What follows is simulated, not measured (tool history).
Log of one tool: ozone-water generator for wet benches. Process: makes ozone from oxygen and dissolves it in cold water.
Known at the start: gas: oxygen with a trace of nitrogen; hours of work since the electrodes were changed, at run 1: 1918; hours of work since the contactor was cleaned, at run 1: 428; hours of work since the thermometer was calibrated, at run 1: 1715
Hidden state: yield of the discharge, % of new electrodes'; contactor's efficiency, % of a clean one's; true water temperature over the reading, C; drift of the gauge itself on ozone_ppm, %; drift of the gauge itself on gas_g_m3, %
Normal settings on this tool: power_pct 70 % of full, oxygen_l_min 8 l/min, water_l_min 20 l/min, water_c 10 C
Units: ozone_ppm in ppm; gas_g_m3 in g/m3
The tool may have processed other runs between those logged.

run,hour,power_pct,oxygen_l_min,water_l_min,water_c,hours of work since the electrodes were changed,hours of work since the contactor was cleaned,hours of work since the thermometer was calibrated,ozone_ppm,gas_g_m3
1,0,70,8,20,10,1918,428,1715,38.4,230.6
2,42.5,70,8,20,10,1956,466,1753,37.7,227.7
3,85.9,48,8,20,10,1995,505,1792,27.9,170.9
4,131.4,70,5.65,20,10,2036,546,1833,37.9,276.1
5,195.5,70,5.65,20,10,2094,604,1891,37.5,274
6,239.2,70,5.65,20,10,2133,643,1930,37.1,275.1
7,289.4,70,8,20,10,2178,688,1975,37.4,229.1
8,325.8,70,8,24,10,2211,721,2008,33,227.7
9,379.7,70,8,24,10,2259,769,2056,32.8,226.7
10,420,70,5.21,20,10,2295,805,2092,36.8,285.5
11,477.9,70,5.21,20,10,2347,857,2144,37.2,283.8
# hour 486.2: contactor cleaned
12,544.7,44,5.21,23,9,2404,52,2200,22.6,196.1
13,583,44,5.21,23,9,2438,87,2235,22.5,195.1
14,622.3,44,10.27,23,9,2473,122,2270,22.9,136.7
15,654.2,70,8,20,14,2502,151,2299,34.5,225.6
16,706.1,70,8,20,14,2548,197,2345,34.5,228
17,761.3,70,8,20,14,2598,247,2395,34.4,225.1
18,820.4,70,8,20,15,2651,300,2448,33.6,223.5
# hour 848.9: contactor cleaned, once more
19,889.2,70,8,20,15,2709,36,2506,34.1,225.9

Forecast each of these 3 alternatives for the next run:
A,966.4,70,5.16,20,10,2778,105,2575,?,?
B,966.4,70,8,32,7,2778,105,2575,?,?
C,966.4,94,8,20,15,2778,105,2575,?,?

run,ozone_ppm,gas_g_m3
A,36.8,283
B,26.9,224.1
C,43.8,282.9
The same runs, with their run-to-run variation unchanged, on a tool lacking any hidden condition would have given:
run,ozone_ppm,gas_g_m3
A,40.3,308.4
B,29.5,244.1
C,49.2,314.8
